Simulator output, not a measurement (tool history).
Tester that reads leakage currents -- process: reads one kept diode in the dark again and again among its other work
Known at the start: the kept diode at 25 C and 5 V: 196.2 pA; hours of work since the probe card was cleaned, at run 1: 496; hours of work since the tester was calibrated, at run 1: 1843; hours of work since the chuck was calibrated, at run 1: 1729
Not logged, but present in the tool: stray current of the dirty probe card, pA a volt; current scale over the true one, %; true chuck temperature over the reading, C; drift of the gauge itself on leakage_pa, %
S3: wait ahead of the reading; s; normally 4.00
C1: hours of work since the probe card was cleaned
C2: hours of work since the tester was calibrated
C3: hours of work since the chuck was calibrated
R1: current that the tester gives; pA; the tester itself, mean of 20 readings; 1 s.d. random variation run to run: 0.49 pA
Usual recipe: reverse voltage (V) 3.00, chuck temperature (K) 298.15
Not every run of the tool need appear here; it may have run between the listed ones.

{"run": 1, "day": 0.0, "reverse voltage (V)": 3.0, "chuck temperature (K)": 298.15, "S3": 4.0, "C1": 496, "C2": 1843, "C3": 1729, "R1": 144.59}
{"run": 2, "day": 3.246, "reverse voltage (V)": 3.0, "chuck temperature (K)": 298.15, "S3": 4.0, "C1": 549, "C2": 1895, "C3": 1782, "R1": 143.93}
{"run": 3, "day": 6.946, "reverse voltage (V)": 3.0, "chuck temperature (K)": 298.15, "S3": 4.0, "C1": 608, "C2": 1955, "C3": 1841, "R1": 143.86}
{"run": 4, "day": 9.321, "reverse voltage (V)": 3.0, "chuck temperature (K)": 298.15, "S3": 4.0, "C1": 647, "C2": 1993, "C3": 1880, "R1": 143.21}
{"run": 5, "day": 13.475, "reverse voltage (V)": 3.0, "chuck temperature (K)": 298.15, "S3": 4.0, "C1": 714, "C2": 2060, "C3": 1947, "R1": 142.41}
{"run": 6, "day": 17.367, "reverse voltage (V)": 3.0, "chuck temperature (K)": 298.15, "S3": 4.0, "C1": 777, "C2": 2123, "C3": 2009, "R1": 142.03}
{"run": 7, "day": 19.338, "reverse voltage (V)": 3.0, "chuck temperature (K)": 298.15, "S3": 1.4, "C1": 808, "C2": 2155, "C3": 2041, "R1": 142.85}
{"run": 8, "day": 21.125, "reverse voltage (V)": 9.04, "chuck temperature (K)": 298.15, "S3": 4.0, "C1": 837, "C2": 2184, "C3": 2070, "R1": 218.25}
{"run": 9, "day": 23.792, "reverse voltage (V)": 9.04, "chuck temperature (K)": 298.15, "S3": 4.0, "C1": 880, "C2": 2227, "C3": 2113, "R1": 216.2}
{"run": 10, "day": 26.088, "reverse voltage (V)": 3.0, "chuck temperature (K)": 298.15, "S3": 4.0, "C1": 917, "C2": 2264, "C3": 2150, "R1": 141.11}
{"run": 11, "day": 29.775, "reverse voltage (V)": 3.0, "chuck temperature (K)": 298.15, "S3": 4.0, "C1": 977, "C2": 2323, "C3": 2210, "R1": 139.63}
{"run": 12, "day": 33.962, "reverse voltage (V)": 3.0, "chuck temperature (K)": 298.15, "S3": 3.74, "C1": 1044, "C2": 2391, "C3": 2277, "R1": 139.93}
{"day": 36.725, "done": "chuck's temperature calibrated"}
{"run": 13, "day": 37.204, "reverse voltage (V)": 3.0, "chuck temperature (K)": 298.15, "S3": 3.74, "C1": 1095, "C2": 2442, "C3": 8, "R1": 160.27}
{"run": 14, "day": 40.633, "reverse voltage (V)": 3.0, "chuck temperature (K)": 298.15, "S3": 4.0, "C1": 1151, "C2": 2497, "C3": 63, "R1": 158.84}
{"run": 15, "day": 42.992, "reverse voltage (V)": 3.0, "chuck temperature (K)": 305.15, "S3": 4.0, "C1": 1189, "C2": 2535, "C3": 101, "R1": 278.34}
{"run": 16, "day": 45.983, "reverse voltage (V)": 3.0, "chuck temperature (K)": 298.15, "S3": 4.0, "C1": 1237, "C2": 2583, "C3": 149, "R1": 158.13}
{"run": 17, "day": 49.308, "reverse voltage (V)": 3.0, "chuck temperature (K)": 298.15, "S3": 4.0, "C1": 1290, "C2": 2637, "C3": 203, "R1": 158.69}
{"run": 18, "day": 53.542, "reverse voltage (V)": 4.23, "chuck temperature (K)": 298.15, "S3": 3.17, "C1": 1359, "C2": 2705, "C3": 271, "R1": 180.22}
{"day": 53.833, "done": "tester calibrated"}
{"run": 19, "day": 57.667, "reverse voltage (V)": 9.74, "chuck temperature (K)": 301.15, "S3": 0.77, "C1": 1424, "C2": 62, "C3": 336, "R1": 320.22}
{"run": 20, "day": 59.712, "reverse voltage (V)": 15.45, "chuck temperature (K)": 309.15, "S3": 0.43, "C1": 1457, "C2": 95, "C3": 369, "R1": 713.31}
{"day": 61.821, "done": "tester calibrated, once more"}
{"run": 21, "day": 63.246, "reverse voltage (V)": 15.45, "chuck temperature (K)": 309.15, "S3": 0.43, "C1": 1513, "C2": 23, "C3": 425, "R1": 720.1}
{"run": 22, "day": 66.617, "reverse voltage (V)": 15.45, "chuck temperature (K)": 309.15, "S3": 0.43, "C1": 1567, "C2": 77, "C3": 480, "R1": 717.23}
{"run": 23, "day": 70.667, "reverse voltage (V)": 2.05, "chuck temperature (K)": 293.15, "S3": 0.43, "C1": 1632, "C2": 143, "C3": 545, "R1": 90.79}
{"run": 24, "day": 73.654, "reverse voltage (V)": 3.0, "chuck temperature (K)": 332.15, "S3": 0.51, "C1": 1681, "C2": 191, "C3": 593, "R1": 1915.99}
{"run": 25, "day": 76.667, "reverse voltage (V)": 3.0, "chuck temperature (K)": 332.15, "S3": 0.51, "C1": 1729, "C2": 239, "C3": 642, "R1": 1921.45}
{"run": 26, "day": 80.429, "reverse voltage (V)": 3.0, "chuck temperature (K)": 332.15, "S3": 0.51, "C1": 1790, "C2": 300, "C3": 702, "R1": 1911.75}
{"run": 27, "day": 82.883, "reverse voltage (V)": 3.55, "chuck temperature (K)": 301.15, "S3": 8.14, "C1": 1829, "C2": 340, "C3": 742, "R1": 211.81}
{"run": 28, "day": 87.062, "reverse voltage (V)": 3.55, "chuck temperature (K)": 301.15, "S3": 8.14, "C1": 1897, "C2": 407, "C3": 809, "R1": 209.47}
{"run": 29, "day": 90.229, "reverse voltage (V)": 1.36, "chuck temperature (K)": 298.15, "S3": 4.0, "C1": 1948, "C2": 458, "C3": 860, "R1": 113.36}
{"run": 30, "day": 92.192, "reverse voltage (V)": 3.0, "chuck temperature (K)": 298.15, "S3": 1.8, "C1": 1980, "C2": 490, "C3": 892, "R1": 153.52}
{"run": 31, "day": 94.7, "reverse voltage (V)": 16.97, "chuck temperature (K)": 299.15, "S3": 1.8, "C1": 2020, "C2": 530, "C3": 933, "R1": 331.64}
{"run": 32, "day": 96.925, "reverse voltage (V)": 3.0, "chuck temperature (K)": 319.15, "S3": 6.34, "C1": 2056, "C2": 566, "C3": 968, "R1": 765.25}
{"run": 33, "day": 99.692, "reverse voltage (V)": 3.0, "chuck temperature (K)": 324.15, "S3": 9.96, "C1": 2101, "C2": 611, "C3": 1013, "R1": 1083.35}

Entry by entry between the runs, the difference in hidden state between the last listed run before and the first listed run after:
From run 12 to run 13: chuck's temperature calibrated (day 36.725)
  stray current of the dirty probe card, pA a volt: 0.348 -> 0.363; current scale over the true one, %: -0.77 -> -0.78; true chuck temperature over the reading, C: -1.75 -> -0.12
  measured less the result without the state, R1: -21.90 -> -1.78 pA
From run 18 to run 19: tester calibrated (day 53.833)
  stray current of the dirty probe card, pA a volt: 0.444 -> 0.464; current scale over the true one, %: -0.88 -> -1.08; true chuck temperature over the reading, C: -0.31 -> -0.36
  measured less the result without the state, R1: -4.44 -> -8.35 pA
From run 20 to run 21: tester calibrated, once more (day 61.821)
  stray current of the dirty probe card, pA a volt: 0.473 -> 0.49; current scale over the true one, %: -1.09 -> 0.11; true chuck temperature over the reading, C: -0.38 -> -0.42
  measured less the result without the state, R1: -21.65 -> -14.79 pA
